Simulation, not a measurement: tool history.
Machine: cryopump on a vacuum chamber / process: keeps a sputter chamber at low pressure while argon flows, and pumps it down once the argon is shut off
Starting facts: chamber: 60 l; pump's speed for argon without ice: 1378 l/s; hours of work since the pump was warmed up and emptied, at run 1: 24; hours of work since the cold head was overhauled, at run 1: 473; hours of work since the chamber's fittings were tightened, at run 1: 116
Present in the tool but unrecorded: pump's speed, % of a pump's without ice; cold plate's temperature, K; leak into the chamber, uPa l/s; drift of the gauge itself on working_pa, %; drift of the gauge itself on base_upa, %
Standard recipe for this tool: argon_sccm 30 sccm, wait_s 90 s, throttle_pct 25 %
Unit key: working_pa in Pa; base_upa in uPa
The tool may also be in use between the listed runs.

run,hour,argon_sccm,wait_s,throttle_pct,hours of work since the pump was warmed up and emptied,hours of work since the cold head was overhauled,hours of work since the chamber's fittings were tightened,working_pa,base_upa
1,0.0,30,90,25,24,473,116,0.1485,0.87
2,12.4,30,90,15,35,484,127,0.2465,0.85
3,26.0,30,90,15,47,496,139,0.2453,0.88
4,42.3,30,90,15,61,510,153,0.2467,0.87
5,61.0,32,90,25,77,526,169,0.1590,0.88
6,84.1,32,30,25,97,546,189,0.1583,2.13
7,98.8,32,30,35,110,559,202,0.1141,2.05
8,118.1,32,30,35,127,576,219,0.1157,2.08
9,136.2,30,90,27,143,592,235,0.1405,0.94
10,157.6,16,90,27,162,611,254,0.0741,0.95
11,187.8,47,90,27,188,637,280,0.2215,0.93
12,205.6,47,43,27,204,652,296,0.2230,1.57
13,218.4,16,43,46,215,664,307,0.0450,1.55
14,246.4,16,43,46,239,688,331,0.0459,1.58
15,271.2,41,266,22,261,710,353,0.2350,0.63
16,300.0,19,36,22,286,735,378,0.1097,1.86
17,314.1,19,36,22,298,747,390,0.1114,1.88
18,340.8,17,94,18,322,771,414,0.1205,1.02
19,354.7,28,97,18,334,783,426,0.1984,0.97
20,385.1,28,97,17,360,809,452,0.2102,0.98
21,412.1,29,90,43,384,833,476,0.0919,1.08
22,432.4,30,92,18,402,851,494,0.2151,1.06
23,452.7,30,26,57,419,868,511,0.0763,2.55

Here are 4 independent what-if runs from the current tool condition. What would each one return?
# hour 462.7: pump warmed up, emptied and cooled again
A,473.1,30,188,25,9,882,525,?,?
# hour 462.7: pump warmed up, emptied and cooled again
B,473.1,30,82,57,9,882,525,?,?
# hour 462.7: pump warmed up, emptied and cooled again
C,473.1,23,205,48,9,882,525,?,?
# hour 462.7: pump warmed up, emptied and cooled again
D,473.1,32,46,36,9,882,525,?,?

run,working_pa,base_upa
A,0.1477,0.69
B,0.0659,1.02
C,0.0596,0.63
D,0.1095,1.50
Without the tool's unlogged condition, the same runs would have read:
run,working_pa,base_upa
A,0.1470,0.52
B,0.0652,0.85
C,0.0591,0.45
D,0.1088,1.33

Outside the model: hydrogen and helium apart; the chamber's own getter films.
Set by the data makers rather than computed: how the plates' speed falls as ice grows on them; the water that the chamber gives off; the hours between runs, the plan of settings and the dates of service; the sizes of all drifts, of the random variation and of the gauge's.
